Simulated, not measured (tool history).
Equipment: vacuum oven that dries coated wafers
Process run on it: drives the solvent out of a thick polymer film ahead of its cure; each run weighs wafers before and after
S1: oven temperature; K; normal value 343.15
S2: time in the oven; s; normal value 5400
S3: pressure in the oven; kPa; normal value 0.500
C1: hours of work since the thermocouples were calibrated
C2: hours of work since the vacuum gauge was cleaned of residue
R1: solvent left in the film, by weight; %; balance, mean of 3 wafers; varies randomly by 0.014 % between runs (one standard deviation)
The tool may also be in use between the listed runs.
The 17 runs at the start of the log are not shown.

run,hour,S1,S2,S3,C1,C2,R1
18,1676.1,343.15,6540,0.500,492,874,1.49
19,1806.8,343.15,5400,0.500,556,937,2.09
20,1898.1,343.15,5400,0.452,600,982,2.04
21,1991.9,343.15,5400,0.452,646,1028,2.03
22,2073.1,337.15,6720,1.109,686,1067,3.05
# hour 2161.0: oven's thermocouples calibrated
23,2161.0,337.15,4200,1.109,0,1109,5.80
24,2244.3,357.15,4200,1.224,41,1150,1.07
# hour 2254.9: vacuum gauge cleaned of residue and calibrated
25,2318.7,357.15,4200,1.224,76,31,1.16
26,2427.1,344.15,5400,0.500,129,84,2.33
27,2541.7,329.15,4320,0.321,185,140,7.98
# hour 2557.4: vacuum gauge cleaned of residue and calibrated, once more
28,2634.6,329.15,4320,0.321,230,38,7.46
29,2699.3,329.15,6900,0.321,261,69,4.89
30,2760.7,345.15,4620,0.990,292,99,2.47
31,2893.1,335.15,9540,0.734,356,164,2.01
32,2999.6,335.15,3240,0.387,408,216,6.97
33,3086.8,343.15,5400,0.514,451,259,2.09
34,3140.5,334.15,7080,0.514,477,285,3.27
35,3229.1,334.15,8640,0.870,520,328,2.67
36,3312.9,328.15,7020,0.288,561,369,5.02
37,3427.9,340.15,8820,0.252,617,425,1.00
38,3516.2,340.15,5400,0.268,661,468,2.62

Below are 5 alternative next runs, each starting from the tool's condition after run 38. Predict each:
A,3572.4,329.15,5400,0.500,688,496,?
B,3572.4,348.15,3960,0.571,688,496,?
C,3572.4,340.15,2760,0.548,688,496,?
D,3572.4,343.15,3600,0.500,688,496,?
E,3572.4,335.15,5400,0.456,688,496,?

run,R1
A,6.24
B,2.14
C,6.21
D,3.78
E,4.19
Stripped of hidden state, with their random variation kept, the same runs would have yielded:
run,R1
A,6.50
B,2.31
C,6.50
D,4.04
E,4.44
